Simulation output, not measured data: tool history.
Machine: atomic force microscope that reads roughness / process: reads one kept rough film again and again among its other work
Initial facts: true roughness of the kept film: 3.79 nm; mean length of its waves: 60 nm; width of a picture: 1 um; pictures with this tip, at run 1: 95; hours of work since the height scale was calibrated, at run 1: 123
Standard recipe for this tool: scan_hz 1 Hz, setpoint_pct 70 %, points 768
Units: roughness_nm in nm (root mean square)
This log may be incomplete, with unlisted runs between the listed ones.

run,hour,scan_hz,setpoint_pct,points,pictures with this tip,hours of work since the height scale was calibrated,roughness_nm
1,0,1,70,768,95,123,3.603
2,29.5,1,70,768,126,136,3.589
3,47.5,1,70,768,145,145,3.574
4,72.5,1,70,768,171,156,3.559
# hour 82.1: new tip fitted
5,89,1,70,768,7,163,3.651
6,117.9,1,70,270,37,176,3.639
7,133,1,70,270,53,183,3.627
8,151.1,1,70,270,72,191,3.629
9,182.1,1,70,270,105,205,3.589
10,213.4,1,70,270,137,219,3.585
11,230.8,1,82,270,156,227,3.501
# hour 255.4: new tip fitted
12,260.8,1,82,270,6,240,3.57
13,291.2,1,82,270,37,254,3.55
14,309,1,70,768,56,261,3.6
15,332.1,0.9,70,768,80,272,3.596
16,364,1,70,689,114,286,3.602
17,384.4,1,70,689,135,295,3.59
18,412.8,3.77,62,425,165,308,3.494
# hour 429.2: new tip fitted
19,442.8,0.84,79,336,15,321,3.637
20,476,1.92,79,607,49,336,3.495
21,494.9,1.92,89,456,69,345,3.343
22,521.4,0.64,74,266,97,357,3.626
23,544,0.64,74,266,121,367,3.608
24,571.1,3.97,62,768,149,379,3.491
25,590.7,1,82,684,169,388,3.528
# hour 602.8: new tip fitted
26,623.6,1,66,728,21,402,3.674
27,641.1,1,66,728,40,410,3.677
28,667.3,0.64,70,415,67,422,3.652
29,699.1,0.64,70,415,100,436,3.658

Alternative continuations, all from the tool just after run 29; predict every row:
A,713.6,0.64,59,415,116,443,?
B,713.6,0.56,81,578,116,443,?
C,713.6,1.69,68,768,116,443,?

run,roughness_nm
A,3.657
B,3.606
C,3.513
Had the tool no hidden state, the same runs would have come out as:
run,roughness_nm
A,3.686
B,3.635
C,3.542
